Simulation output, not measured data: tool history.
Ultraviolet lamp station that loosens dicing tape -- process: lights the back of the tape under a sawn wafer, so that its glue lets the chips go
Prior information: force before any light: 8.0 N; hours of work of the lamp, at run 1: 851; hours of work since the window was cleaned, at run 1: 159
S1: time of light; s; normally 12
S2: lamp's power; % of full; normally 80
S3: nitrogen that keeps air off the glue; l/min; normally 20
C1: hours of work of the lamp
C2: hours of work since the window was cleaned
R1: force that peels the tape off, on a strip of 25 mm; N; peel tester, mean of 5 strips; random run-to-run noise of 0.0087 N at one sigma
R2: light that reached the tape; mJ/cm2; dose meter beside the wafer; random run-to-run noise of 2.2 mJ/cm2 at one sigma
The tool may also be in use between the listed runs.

run 1 hour=0 | S1=12 S2=80 S3=20 | C1=851 C2=159 | R1=0.598 R2=161
run 2 hour=64.2 | S1=12 S2=80 S3=20 | C1=881 C2=189 | R1=0.623 R2=159
run 3 hour=121.1 | S1=12 S2=80 S3=20 | C1=908 C2=216 | R1=0.614 R2=159
run 4 hour=168.1 | S1=12 S2=80 S3=20 | C1=930 C2=238 | R1=0.616 R2=160
run 5 hour=233.4 | S1=12 S2=80 S3=20 | C1=960 C2=268 | R1=0.684 R2=159
run 6 hour=274.5 | S1=12 S2=80 S3=20 | C1=980 C2=288 | R1=0.671 R2=156
run 7 hour=341.6 | S1=12 S2=80 S3=20 | C1=1011 C2=319 | R1=0.677 R2=150
run 8 hour=391.4 | S1=12 S2=80 S3=20 | C1=1034 C2=342 | R1=0.699 R2=156
run 9 hour=455.3 | S1=12 S2=80 S3=20 | C1=1064 C2=372 | R1=0.741 R2=149
run 10 hour=498.4 | S1=12 S2=64 S3=20 | C1=1084 C2=392 | R1=1.139 R2=121
run 11 hour=557.6 | S1=12 S2=64 S3=20 | C1=1112 C2=420 | R1=1.189 R2=118
run 12 hour=610.3 | S1=12 S2=64 S3=20 | C1=1137 C2=445 | R1=1.175 R2=115
-- hour=613.8 window cleaned of glue's vapour
run 13 hour=643 | S1=12 S2=64 S3=20 | C1=1152 C2=14 | R1=1.26 R2=112
run 14 hour=678.5 | S1=12 S2=78 S3=20 | C1=1168 C2=30 | R1=0.867 R2=138
run 15 hour=725.3 | S1=12 S2=78 S3=20 | C1=1190 C2=52 | R1=0.883 R2=140
run 16 hour=782.2 | S1=12 S2=78 S3=20 | C1=1217 C2=79 | R1=0.876 R2=136
run 17 hour=843.2 | S1=12 S2=78 S3=20 | C1=1245 C2=107 | R1=0.871 R2=138
run 18 hour=873.9 | S1=12 S2=77 S3=20 | C1=1260 C2=122 | R1=0.936 R2=130
run 19 hour=929 | S1=8 S2=80 S3=20 | C1=1285 C2=147 | R1=1.815 R2=91
run 20 hour=968.2 | S1=9 S2=61 S3=20 | C1=1304 C2=166 | R1=2.321 R2=79
-- hour=998.5 window cleaned of glue's vapour, once more
run 21 hour=1034.6 | S1=10 S2=84 S3=20 | C1=1335 C2=17 | R1=1.004 R2=128
run 22 hour=1103.8 | S1=15 S2=80 S3=14 | C1=1367 C2=49 | R1=0.662 R2=180
run 23 hour=1163.9 | S1=12 S2=80 S3=14 | C1=1395 C2=77 | R1=1.104 R2=143
run 24 hour=1228.3 | S1=12 S2=80 S3=14 | C1=1425 C2=107 | R1=1.123 R2=143
run 25 hour=1280.1 | S1=12 S2=80 S3=12 | C1=1449 C2=132 | R1=1.273 R2=142
run 26 hour=1316.3 | S1=10 S2=80 S3=39 | C1=1466 C2=149 | R1=0.774 R2=114
run 27 hour=1383.5 | S1=14 S2=80 S3=36 | C1=1498 C2=180 | R1=0.391 R2=161
run 28 hour=1445.3 | S1=14 S2=80 S3=36 | C1=1526 C2=209 | R1=0.404 R2=161
run 29 hour=1502.4 | S1=9 S2=69 S3=19 | C1=1553 C2=236 | R1=2.015 R2=88
run 30 hour=1551.1 | S1=6 S2=97 S3=19 | C1=1576 C2=258 | R1=2.193 R2=80
run 31 hour=1599.3 | S1=6 S2=97 S3=19 | C1=1599 C2=281 | R1=2.26 R2=78
run 32 hour=1654.6 | S1=6 S2=97 S3=19 | C1=1624 C2=307 | R1=2.248 R2=80
run 33 hour=1696.2 | S1=23 S2=96 S3=20 | C1=1644 C2=326 | R1=0.148 R2=298
run 34 hour=1739 | S1=23 S2=67 S3=20 | C1=1664 C2=346 | R1=0.33 R2=202
run 35 hour=1804.6 | S1=23 S2=85 S3=15 | C1=1694 C2=377 | R1=0.278 R2=258
run 36 hour=1836.7 | S1=10 S2=97 S3=21 | C1=1709 C2=392 | R1=0.985 R2=126
run 37 hour=1866.8 | S1=10 S2=97 S3=21 | C1=1724 C2=406 | R1=1 R2=127
run 38 hour=1895 | S1=10 S2=97 S3=30 | C1=1737 C2=419 | R1=0.781 R2=123

Table of differences, measured result less the result of that run with no hidden state. Run-to-run variation is the same in both. Gauge scatter possibly is not:
Hidden state at play: lamp's light, % of a new lamp's; light that the window lets through, % of a clean one's; drift of the gauge itself on peel_n, %; drift of the gauge itself on dose_mj_cm2, %.
run=1 R1=+0.241 R2=-40
run=2 R1=+0.262 R2=-41
run=3 R1=+0.27 R2=-43
run=4 R1=+0.271 R2=-45
run=5 R1=+0.31 R2=-47
run=6 R1=+0.314 R2=-47
run=7 R1=+0.322 R2=-49
run=8 R1=+0.34 R2=-50
run=9 R1=+0.368 R2=-52
run=10 R1=+0.532 R2=-42
run=11 R1=+0.565 R2=-43
run=12 R1=+0.566 R2=-45
run=13 R1=+0.648 R2=-48
run=14 R1=+0.483 R2=-60
run=15 R1=+0.506 R2=-61
run=16 R1=+0.507 R2=-62
run=17 R1=+0.511 R2=-64
run=18 R1=+0.554 R2=-63
run=19 R1=+0.913 R2=-44
run=20 R1=+1.074 R2=-39
run=21 R1=+0.514 R2=-49
run=22 R1=+0.366 R2=-73
run=23 R1=+0.585 R2=-61
run=24 R1=+0.606 R2=-62
run=25 R1=+0.679 R2=-63
run=26 R1=+0.459 R2=-54
run=27 R1=+0.227 R2=-78
run=28 R1=+0.239 R2=-79
run=29 R1=+1 R2=-45
run=30 R1=+1.059 R2=-42
run=31 R1=+1.104 R2=-43
run=32 R1=+1.115 R2=-44
run=33 R1=+0.047 R2=-170
run=34 R1=+0.202 R2=-120
run=35 R1=+0.149 R2=-156
run=36 R1=+0.651 R2=-78
run=37 R1=+0.67 R2=-79
run=38 R1=+0.531 R2=-79
